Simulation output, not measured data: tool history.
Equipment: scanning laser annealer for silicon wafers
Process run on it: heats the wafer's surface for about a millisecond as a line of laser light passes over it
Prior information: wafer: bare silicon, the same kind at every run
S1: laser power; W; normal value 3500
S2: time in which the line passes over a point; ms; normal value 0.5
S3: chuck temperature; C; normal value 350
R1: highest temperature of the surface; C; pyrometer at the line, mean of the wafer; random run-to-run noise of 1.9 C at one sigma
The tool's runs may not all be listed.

| run | hour | S1 | S2 | S3 | R1 |
|---|---|---|---|---|---|
| 1 | 0 | 3500 | 0.5 | 350 | 1134 |
| 2 | 19 | 3500 | 0.5 | 350 | 1129 |
| 3 | 34.1 | 3500 | 0.5 | 350 | 1132 |
| 4 | 48.7 | 3500 | 0.5 | 350 | 1129 |
| 5 | 69.3 | 3500 | 0.5 | 350 | 1129 |
| 6 | 84.2 | 3500 | 0.5 | 350 | 1131 |
| 7 | 99.1 | 3500 | 0.5 | 383 | 1163 |
| 8 | 113.8 | 3500 | 0.442 | 350 | 1077 |
| 9 | 134.4 | 3500 | 0.551 | 350 | 1173 |
| 10 | 145.4 | 3500 | 0.551 | 350 | 1171 |
| 11 | 154.4 | 3500 | 0.551 | 350 | 1169 |
|  | 158.6 | laser's power meter calibrated |
| 12 | 176.2 | 3500 | 0.551 | 350 | 1166 |
|  | 191.5 | laser's power meter calibrated, once more |
| 13 | 196.2 | 3500 | 0.608 | 323 | 1194 |
| 14 | 206.1 | 3500 | 0.608 | 323 | 1190 |
| 15 | 220.8 | 3500 | 0.608 | 323 | 1190 |
| 16 | 231.4 | 2984 | 0.611 | 350 | 1071 |
| 17 | 245.3 | 3204 | 0.508 | 375 | 1079 |
| 18 | 264.6 | 3204 | 0.508 | 375 | 1078 |
| 19 | 275 | 3204 | 0.508 | 375 | 1080 |
| 20 | 284.8 | 3204 | 0.508 | 375 | 1078 |
| 21 | 299.6 | 3204 | 0.508 | 375 | 1082 |
| 22 | 320 | 3204 | 0.508 | 375 | 1076 |
| 23 | 329.6 | 3316 | 0.577 | 350 | 1133 |
| 24 | 341.6 | 3316 | 0.577 | 350 | 1137 |

Below, each run's measurement less what the same run would have read without the hidden state. Both values contain the same run-to-run variation, but the gauge's scatter may not be the same in both:
Hidden state at play: light that passes the window, % of a clean one's; laser's true power over the reading, %; width of the line over the set one, %; drift of the gauge itself on peak_c, C.
| run | R1 |
|---|---|
| 1 | -20 |
| 2 | -21 |
| 3 | -22 |
| 4 | -23 |
| 5 | -23 |
| 6 | -25 |
| 7 | -25 |
| 8 | -24 |
| 9 | -28 |
| 10 | -28 |
| 11 | -29 |
| 12 | -31 |
| 13 | -30 |
| 14 | -30 |
| 15 | -31 |
| 16 | -26 |
| 17 | -26 |
| 18 | -27 |
| 19 | -28 |
| 20 | -27 |
| 21 | -28 |
| 22 | -29 |
| 23 | -33 |
| 24 | -34 |
